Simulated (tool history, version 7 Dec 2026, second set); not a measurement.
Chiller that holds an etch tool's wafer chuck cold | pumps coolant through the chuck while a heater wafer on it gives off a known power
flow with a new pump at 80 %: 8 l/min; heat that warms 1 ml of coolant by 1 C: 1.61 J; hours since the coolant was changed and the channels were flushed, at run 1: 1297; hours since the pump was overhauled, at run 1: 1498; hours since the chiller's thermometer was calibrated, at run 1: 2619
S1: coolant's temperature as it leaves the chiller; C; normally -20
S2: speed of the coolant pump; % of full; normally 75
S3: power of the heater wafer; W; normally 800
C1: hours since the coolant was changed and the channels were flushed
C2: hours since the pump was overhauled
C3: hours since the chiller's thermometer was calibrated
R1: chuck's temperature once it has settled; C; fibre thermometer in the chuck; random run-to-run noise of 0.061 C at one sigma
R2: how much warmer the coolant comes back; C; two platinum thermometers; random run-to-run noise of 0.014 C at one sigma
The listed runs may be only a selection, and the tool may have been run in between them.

run,hour,S1,S2,S3,C1,C2,C3,R1,R2
1,0.0,-20,75,800,1297,1498,2619,-13.89,4.01
2,27.2,-20,75,800,1324,1525,2646,-13.65,3.99
3,68.7,-20,75,800,1366,1567,2687,-13.78,3.99
4,110.7,-20,75,800,1408,1609,2729,-13.83,3.99
5,136.9,-20,75,800,1434,1635,2755,-13.83,3.99
6,177.8,-20,71,800,1475,1676,2796,-13.44,4.24
7,214.8,-20,75,800,1512,1713,2833,-13.65,4.02
8,235.5,-20,75,800,1533,1734,2854,-13.69,4.01
9,269.3,-20,75,800,1566,1767,2888,-13.68,3.99
10,289.3,-26,75,800,1586,1787,2908,-19.78,4.00
11,333.0,-26,75,800,1630,1831,2951,-19.72,4.01
12,361.2,-20,75,1186,1658,1859,2980,-10.71,5.95
13,410.6,-20,75,1186,1708,1909,3029,-10.73,5.91
14,437.5,-20,75,809,1735,1936,3056,-13.62,4.03
15,478.9,-20,75,809,1776,1977,3097,-13.74,4.01
16,499.9,-20,75,809,1797,1998,3118,-13.65,4.03
17,536.7,-20,79,809,1834,2035,3155,-13.99,3.83
18,577.8,-20,87,800,1875,2076,3196,-14.64,3.42
19,618.2,-20,62,800,1915,2116,3237,-12.35,4.90
20,653.9,-24,81,973,1951,2152,3272,-16.87,4.47
21,686.3,-27,84,562,1983,2184,3305,-23.21,2.52
22,720.7,-20,75,442,2018,2219,3339,-16.57,2.22
23,758.4,-20,75,442,2055,2256,3377,-16.53,2.22
24,780.6,-20,75,442,2078,2279,3399,-16.49,2.20
25,813.6,-11,69,800,2111,2312,3432,-4.13,4.37
26,851.4,-23,75,773,2148,2350,3470,-17.07,3.87
27,894.5,-26,75,800,2192,2393,3513,-19.72,4.00
28,925.5,-26,75,800,2223,2424,3544,-19.71,3.99
29,953.1,-26,75,800,2250,2451,3572,-19.75,3.98
30,976.1,-18,65,458,2273,2474,3595,-13.82,2.68
31,1009.4,-12,94,474,2306,2508,3628,-9.09,1.87
32,1043.4,-20,69,1004,2340,2541,3662,-11.45,5.52

Predict each of these 4 candidate next runs independently; none follows another, all start after run 32:
A,1080.7,-19,65,800,2378,2579,3699,?,?
B,1080.7,-16,87,867,2378,2579,3699,?,?
C,1080.7,-20,75,657,2378,2579,3699,?,?
D,1080.7,-15,72,1161,2378,2579,3699,?,?

run,R1,R2
A,-11.79,4.66
B,-10.23,3.70
C,-14.86,3.27
D,-5.51,6.06
What these runs would have given with no unlogged condition in the tool:
run,R1,R2
A,-11.79,4.66
B,-10.23,3.70
C,-14.86,3.27
D,-5.51,6.05
